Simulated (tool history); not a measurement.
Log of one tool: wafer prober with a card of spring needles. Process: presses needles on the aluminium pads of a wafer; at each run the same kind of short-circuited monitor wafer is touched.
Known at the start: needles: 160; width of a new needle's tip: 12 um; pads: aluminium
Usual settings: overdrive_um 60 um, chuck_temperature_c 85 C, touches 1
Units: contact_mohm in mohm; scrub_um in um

{"run": 1, "day": 0.0, "overdrive_um": 60, "chuck_temperature_c": 85, "touches": 1, "contact_mohm": 172, "scrub_um": 7.25}
{"day": 0.404, "done": "tips cleaned on abrasive film"}
{"run": 2, "day": 0.462, "overdrive_um": 60, "chuck_temperature_c": 85, "touches": 1, "contact_mohm": 182, "scrub_um": 7.21}
{"day": 0.796, "done": "tips cleaned on abrasive film"}
{"day": 1.162, "done": "tips cleaned on abrasive film"}
{"run": 3, "day": 1.162, "overdrive_um": 60, "chuck_temperature_c": 85, "touches": 1, "contact_mohm": 171, "scrub_um": 7.21}
{"day": 1.521, "done": "height of the first contact set anew"}
{"day": 1.567, "done": "tips cleaned on abrasive film"}
{"run": 4, "day": 1.812, "overdrive_um": 60, "chuck_temperature_c": 85, "touches": 1, "contact_mohm": 196, "scrub_um": 7.34}
{"day": 1.946, "done": "tips cleaned on abrasive film"}
{"run": 5, "day": 2.275, "overdrive_um": 60, "chuck_temperature_c": 85, "touches": 1, "contact_mohm": 197, "scrub_um": 7.31}
{"day": 2.312, "done": "tips cleaned on abrasive film"}
{"day": 2.729, "done": "tips cleaned on abrasive film"}
{"run": 6, "day": 2.842, "overdrive_um": 60, "chuck_temperature_c": 85, "touches": 1, "contact_mohm": 193, "scrub_um": 7.28}
{"day": 3.15, "done": "tips cleaned on abrasive film"}
{"run": 7, "day": 3.454, "overdrive_um": 60, "chuck_temperature_c": 85, "touches": 1, "contact_mohm": 199, "scrub_um": 7.27}
{"day": 3.517, "done": "tips cleaned on abrasive film"}
{"run": 8, "day": 3.833, "overdrive_um": 60, "chuck_temperature_c": 85, "touches": 1, "contact_mohm": 194, "scrub_um": 7.25}
{"day": 3.896, "done": "tips cleaned on abrasive film"}
{"day": 4.292, "done": "tips cleaned on abrasive film"}
{"run": 9, "day": 4.6, "overdrive_um": 60, "chuck_temperature_c": 114, "touches": 1, "contact_mohm": 199, "scrub_um": 7.24}
{"day": 4.696, "done": "tips cleaned on abrasive film"}
{"day": 5.067, "done": "tips cleaned on abrasive film"}
{"run": 10, "day": 5.125, "overdrive_um": 60, "chuck_temperature_c": 90, "touches": 1, "contact_mohm": 183, "scrub_um": 7.23}
{"day": 5.458, "done": "tips cleaned on abrasive film"}
{"run": 11, "day": 5.767, "overdrive_um": 60, "chuck_temperature_c": 85, "touches": 1, "contact_mohm": 197, "scrub_um": 7.18}
{"day": 5.833, "done": "tips cleaned on abrasive film"}
{"day": 5.846, "done": "height of the first contact set anew"}
{"day": 6.225, "done": "tips cleaned on abrasive film"}
{"run": 12, "day": 6.3, "overdrive_um": 60, "chuck_temperature_c": 85, "touches": 1, "contact_mohm": 185, "scrub_um": 7.34}
{"day": 6.6, "done": "tips cleaned on abrasive film"}
{"run": 13, "day": 6.717, "overdrive_um": 60, "chuck_temperature_c": 52, "touches": 1, "contact_mohm": 186, "scrub_um": 7.32}
{"day": 7.0, "done": "tips cleaned on abrasive film"}
{"run": 14, "day": 7.054, "overdrive_um": 60, "chuck_temperature_c": 52, "touches": 1, "contact_mohm": 176, "scrub_um": 7.29}
{"day": 7.388, "done": "tips cleaned on abrasive film"}
{"run": 15, "day": 7.388, "overdrive_um": 60, "chuck_temperature_c": 52, "touches": 1, "contact_mohm": 163, "scrub_um": 7.29}
{"day": 7.75, "done": "tips cleaned on abrasive film"}
{"day": 8.146, "done": "tips cleaned on abrasive film"}
{"run": 16, "day": 8.208, "overdrive_um": 60, "chuck_temperature_c": 52, "touches": 1, "contact_mohm": 182, "scrub_um": 7.27}
{"day": 8.521, "done": "tips cleaned on abrasive film"}
{"run": 17, "day": 8.738, "overdrive_um": 56, "chuck_temperature_c": 25, "touches": 2, "contact_mohm": 179, "scrub_um": 6.76}
{"day": 8.925, "done": "tips cleaned on abrasive film"}
{"day": 9.3, "done": "tips cleaned on abrasive film"}
{"run": 18, "day": 9.533, "overdrive_um": 56, "chuck_temperature_c": 25, "touches": 2, "contact_mohm": 177, "scrub_um": 6.74}
{"day": 9.712, "done": "tips cleaned on abrasive film"}
{"run": 19, "day": 9.938, "overdrive_um": 70, "chuck_temperature_c": 31, "touches": 2, "contact_mohm": 172, "scrub_um": 8.44}
{"day": 10.1, "done": "tips cleaned on abrasive film"}
{"day": 10.112, "done": "height of the first contact set anew"}
{"day": 10.483, "done": "tips cleaned on abrasive film"}
{"run": 20, "day": 10.646, "overdrive_um": 48, "chuck_temperature_c": 64, "touches": 1, "contact_mohm": 204, "scrub_um": 5.87}
{"day": 10.858, "done": "tips cleaned on abrasive film"}
{"day": 11.229, "done": "tips cleaned on abrasive film"}
{"run": 21, "day": 11.229, "overdrive_um": 48, "chuck_temperature_c": 64, "touches": 1, "contact_mohm": 170, "scrub_um": 5.83}
{"day": 11.621, "done": "tips cleaned on abrasive film"}
{"run": 22, "day": 11.779, "overdrive_um": 49, "chuck_temperature_c": 77, "touches": 1, "contact_mohm": 203, "scrub_um": 5.95}
{"day": 12.008, "done": "tips cleaned on abrasive film"}
{"day": 12.4, "done": "tips cleaned on abrasive film"}
{"run": 23, "day": 12.55, "overdrive_um": 78, "chuck_temperature_c": 35, "touches": 1, "contact_mohm": 174, "scrub_um": 9.49}
{"day": 12.792, "done": "tips cleaned on abrasive film"}
{"day": 13.179, "done": "tips cleaned on abrasive film"}
{"run": 24, "day": 13.212, "overdrive_um": 78, "chuck_temperature_c": 35, "touches": 1, "contact_mohm": 163, "scrub_um": 9.46}
{"day": 13.571, "done": "tips cleaned on abrasive film"}
{"day": 13.971, "done": "tips cleaned on abrasive film"}
{"run": 25, "day": 13.983, "overdrive_um": 60, "chuck_temperature_c": 85, "touches": 3, "contact_mohm": 170, "scrub_um": 7.22}
{"day": 14.338, "done": "tips cleaned on abrasive film"}
{"day": 14.4, "done": "height of the first contact set anew"}
{"run": 26, "day": 14.583, "overdrive_um": 46, "chuck_temperature_c": 50, "touches": 3, "contact_mohm": 182, "scrub_um": 5.61}
{"day": 14.758, "done": "tips cleaned on abrasive film"}
{"run": 27, "day": 14.946, "overdrive_um": 41, "chuck_temperature_c": 55, "touches": 2, "contact_mohm": 202, "scrub_um": 5.03}
{"day": 15.125, "done": "tips cleaned on abrasive film"}
{"day": 15.546, "done": "tips cleaned on abrasive film"}
{"run": 28, "day": 15.742, "overdrive_um": 44, "chuck_temperature_c": 85, "touches": 1, "contact_mohm": 218, "scrub_um": 5.32}
{"day": 15.921, "done": "tips cleaned on abrasive film"}
{"run": 29, "day": 16.271, "overdrive_um": 46, "chuck_temperature_c": 26, "touches": 1, "contact_mohm": 220, "scrub_um": 5.55}
{"day": 16.325, "done": "tips cleaned on abrasive film"}
{"day": 16.708, "done": "tips cleaned on abrasive film"}
{"run": 30, "day": 16.821, "overdrive_um": 56, "chuck_temperature_c": 124, "touches": 1, "contact_mohm": 200, "scrub_um": 6.77}
{"day": 17.112, "done": "tips cleaned on abrasive film"}
{"run": 31, "day": 17.188, "overdrive_um": 68, "chuck_temperature_c": 92, "touches": 1, "contact_mohm": 182, "scrub_um": 8.23}

Forecast each of these 4 alternatives for the next run:
{"day": 17.504, "done": "tips cleaned on abrasive film"}
{"day": 17.896, "done": "tips cleaned on abrasive film"}
{"run": "A", "day": 17.904, "overdrive_um": 48, "chuck_temperature_c": 85, "touches": 1, "contact_mohm": "?", "scrub_um": "?"}
{"day": 17.504, "done": "tips cleaned on abrasive film"}
{"day": 17.896, "done": "tips cleaned on abrasive film"}
{"run": "B", "day": 17.904, "overdrive_um": 65, "chuck_temperature_c": 92, "touches": 2, "contact_mohm": "?", "scrub_um": "?"}
{"day": 17.504, "done": "tips cleaned on abrasive film"}
{"day": 17.896, "done": "tips cleaned on abrasive film"}
{"run": "C", "day": 17.904, "overdrive_um": 60, "chuck_temperature_c": 85, "touches": 2, "contact_mohm": "?", "scrub_um": "?"}
{"day": 17.504, "done": "tips cleaned on abrasive film"}
{"day": 17.896, "done": "tips cleaned on abrasive film"}
{"run": "D", "day": 17.904, "overdrive_um": 50, "chuck_temperature_c": 85, "touches": 2, "contact_mohm": "?", "scrub_um": "?"}

run=A contact_mohm=181 scrub_um=5.73
run=B contact_mohm=174 scrub_um=7.81
run=C contact_mohm=170 scrub_um=7.21
run=D contact_mohm=178 scrub_um=6.00
Without the tool's hidden state the same runs would have given:
run=A contact_mohm=170 scrub_um=5.86
run=B contact_mohm=170 scrub_um=7.94
run=C contact_mohm=166 scrub_um=7.34
run=D contact_mohm=171 scrub_um=6.13
